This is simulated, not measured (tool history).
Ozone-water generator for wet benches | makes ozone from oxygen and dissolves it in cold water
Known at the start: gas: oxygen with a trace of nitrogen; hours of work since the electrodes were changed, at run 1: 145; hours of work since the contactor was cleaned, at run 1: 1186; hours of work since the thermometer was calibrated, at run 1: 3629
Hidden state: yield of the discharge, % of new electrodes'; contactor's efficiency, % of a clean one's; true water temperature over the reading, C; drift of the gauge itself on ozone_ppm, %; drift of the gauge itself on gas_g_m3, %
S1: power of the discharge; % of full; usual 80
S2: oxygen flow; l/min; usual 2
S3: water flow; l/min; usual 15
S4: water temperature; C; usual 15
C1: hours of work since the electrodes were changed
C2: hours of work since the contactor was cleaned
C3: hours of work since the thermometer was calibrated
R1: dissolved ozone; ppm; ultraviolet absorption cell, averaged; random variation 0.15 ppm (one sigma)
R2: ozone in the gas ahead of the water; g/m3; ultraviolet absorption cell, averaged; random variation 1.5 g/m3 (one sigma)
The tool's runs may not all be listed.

run	day	S1	S2	S3	S4	C1	C2	C3	R1	R2
1	0	80	2	15	15	145	1186	3629	19.1	286.2
2	0.875	80	2	15	15	161	1202	3645	19.1	283.4
3	1.708	80	2	15	15	176	1217	3660	19	282.7
4	2.912	80	2	11	15	198	1239	3682	25.7	285.3
5	4.371	80	2	11	15	224	1266	3709	25.7	282.7
6	5.683	80	2	11	13	248	1290	3733	26.1	282
7	6.796	80	2	15	15	268	1310	3753	18.8	285.6
8	7.954	80	2	15	15	289	1331	3774	18.5	283.3
9	9.179	80	2	15	15	311	1353	3796	18.6	281
10	10.354	80	2	15	15	333	1375	3818	18.6	282.5
11	11.492	80	2	15	15	354	1395	3838	18.6	284.1
12	12.388	80	2	15	15	370	1412	3855	18.5	281.7
13	13.208	80	2	15	15	385	1427	3870	18.5	284.5
14	14.154	80	2	15	15	402	1444	3887	18.6	284.7
15	15.162	80	2	15	15	420	1462	3905	18.7	282
16	16.025	80	2	15	17	436	1478	3921	18.4	284.3
17	17.167	80	2	15	17	457	1498	3941	18.1	281.7
18	18.017	82	2.01	19	7	472	1514	3957	15.4	287.2
19	18.696	80	1.81	12	19	484	1526	3969	22.5	302.8
20	19.621	80	2	15	8	501	1543	3986	19.6	283.7
21	20.55	97	3.13	22	15	518	1560	4003	14.6	247.8
22	21.721	97	3.13	22	15	539	1581	4024	14.7	244.5
23	22.9	97	3.13	22	15	561	1603	4046	14.9	246.8
24	23.929	58	3.13	11	15	580	1621	4064	19.3	166.3
25	25.242	58	3.13	11	15	603	1645	4088	19.6	164.6
26	26.058	87	1.07	12	7	618	1660	4103	24.3	449
27	26.967	62	1.07	12	10	635	1677	4120	18.5	343.3
28	28.154	62	1.07	12	10	656	1698	4141	18.4	342.2
29	28.771	55	2	15	15	668	1709	4152	13.9	208.9
30	29.862	55	2.29	11	20	687	1729	4172	17.5	192
31	31.112	55	2.29	11	20	710	1752	4195	17.6	192.3

Some steps in R1 between neighbouring runs. How much of each would the tool show without its hidden state too (settings, what came in, random variation), and how much is left for the hidden state, with any gauge scatter that isn't in both results?
Run 3 -> 4: S3 15 -> 11. R1 +6.7 ppm: hidden state -0.1, all else +6.8.
Run 6 -> 7: S3 11 -> 15, S4 13 -> 15. R1 -7.3 ppm: hidden state +0.1, all else -7.4.
Run 18 -> 19: S1 82 -> 80, S2 2.01 -> 1.81, S3 19 -> 12, S4 7 -> 19. R1 +7.1 ppm: hidden state -0.2, all else +7.3.
Run 25 -> 26: S1 58 -> 87, S2 3.13 -> 1.07, S3 11 -> 12, S4 15 -> 7. R1 +4.7 ppm: hidden state -0.3, all else +5.
Run 26 -> 27: S1 87 -> 62, S4 7 -> 10. R1 -5.8 ppm: hidden state +0.4, all else -6.2.

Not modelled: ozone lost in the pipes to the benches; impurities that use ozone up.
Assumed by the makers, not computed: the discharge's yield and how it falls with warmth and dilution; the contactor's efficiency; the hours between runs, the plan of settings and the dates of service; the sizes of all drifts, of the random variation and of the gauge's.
